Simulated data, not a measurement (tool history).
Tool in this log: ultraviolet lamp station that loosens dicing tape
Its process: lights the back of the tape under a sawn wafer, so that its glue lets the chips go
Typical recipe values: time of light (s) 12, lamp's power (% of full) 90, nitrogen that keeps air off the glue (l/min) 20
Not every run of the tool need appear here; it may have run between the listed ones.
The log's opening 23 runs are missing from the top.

| run | day | time of light (s) | lamp's power (% of full) | nitrogen that keeps air off the glue (l/min) | hours of work of the lamp | hours of work since the window was cleaned | force that peels the tape off (N) | light that reached the tape (J/m2) |
|---|---|---|---|---|---|---|---|---|
| 24 | 6.017 | 9 | 93 | 20 | 101 | 403 | 0.421 | 2230 |
| 25 | 6.283 | 15 | 95 | 7 | 105 | 407 | 0.333 | 3730 |
| 26 | 6.467 | 17 | 82 | 16 | 108 | 410 | 0.208 | 3640 |
| 27 | 6.854 | 12 | 90 | 7 | 114 | 416 | 0.565 | 2820 |
| 28 | 7.238 | 12 | 90 | 7 | 120 | 422 | 0.587 | 2840 |
| 29 | 7.433 | 10 | 62 | 27 | 123 | 425 | 0.63 | 1610 |
| 30 | 7.675 | 11 | 84 | 6 | 127 | 429 | 0.91 | 2390 |
|  | 7.717 | window cleaned of glue's vapour |
| 31 | 8.075 | 12 | 63 | 7 | 133 | 6 | 1.154 | 1900 |
| 32 | 8.404 | 12 | 81 | 28 | 138 | 11 | 0.284 | 2480 |
| 33 | 8.746 | 10 | 81 | 18 | 143 | 16 | 0.507 | 2040 |
| 34 | 9.033 | 12 | 62 | 16 | 148 | 21 | 0.643 | 1860 |
|  | 9.212 | window cleaned of glue's vapour, once more |
| 35 | 9.242 | 12 | 62 | 16 | 150 | 0 | 0.534 | 2070 |
| 36 | 9.4 | 12 | 62 | 16 | 153 | 3 | 0.526 | 2080 |
| 37 | 9.633 | 21 | 90 | 30 | 157 | 7 | 0.177 | 5280 |
| 38 | 9.996 | 21 | 90 | 30 | 162 | 12 | 0.186 | 5260 |
| 39 | 10.3 | 12 | 64 | 32 | 167 | 17 | 0.332 | 2120 |
| 40 | 10.629 | 15 | 90 | 20 | 172 | 22 | 0.21 | 3760 |
| 41 | 10.912 | 15 | 63 | 14 | 177 | 27 | 0.39 | 2560 |
| 42 | 11.25 | 7 | 90 | 12 | 182 | 32 | 0.967 | 1770 |
| 43 | 11.454 | 8 | 90 | 14 | 185 | 35 | 0.655 | 1960 |
| 44 | 11.804 | 16 | 90 | 14 | 191 | 41 | 0.213 | 3950 |

What if the next run were any one of these 3? Each begins from the tool's condition after run 44:
| A | 11.967 | 12 | 66 | 20 | 193 | 43 | ? | ? |
| B | 11.967 | 9 | 90 | 20 | 193 | 43 | ? | ? |
| C | 11.967 | 16 | 74 | 18 | 193 | 43 | ? | ? |

| run | force that peels the tape off (N) | light that reached the tape (J/m2) |
|---|---|---|
| A | 0.431 | 2180 |
| B | 0.383 | 2210 |
| C | 0.221 | 3270 |
Stripped of hidden state, with their random variation kept, the same runs would have yielded:
| run | force that peels the tape off (N) | light that reached the tape (J/m2) |
|---|---|---|
| A | 0.374 | 2340 |
| B | 0.333 | 2370 |
| C | 0.204 | 3510 |
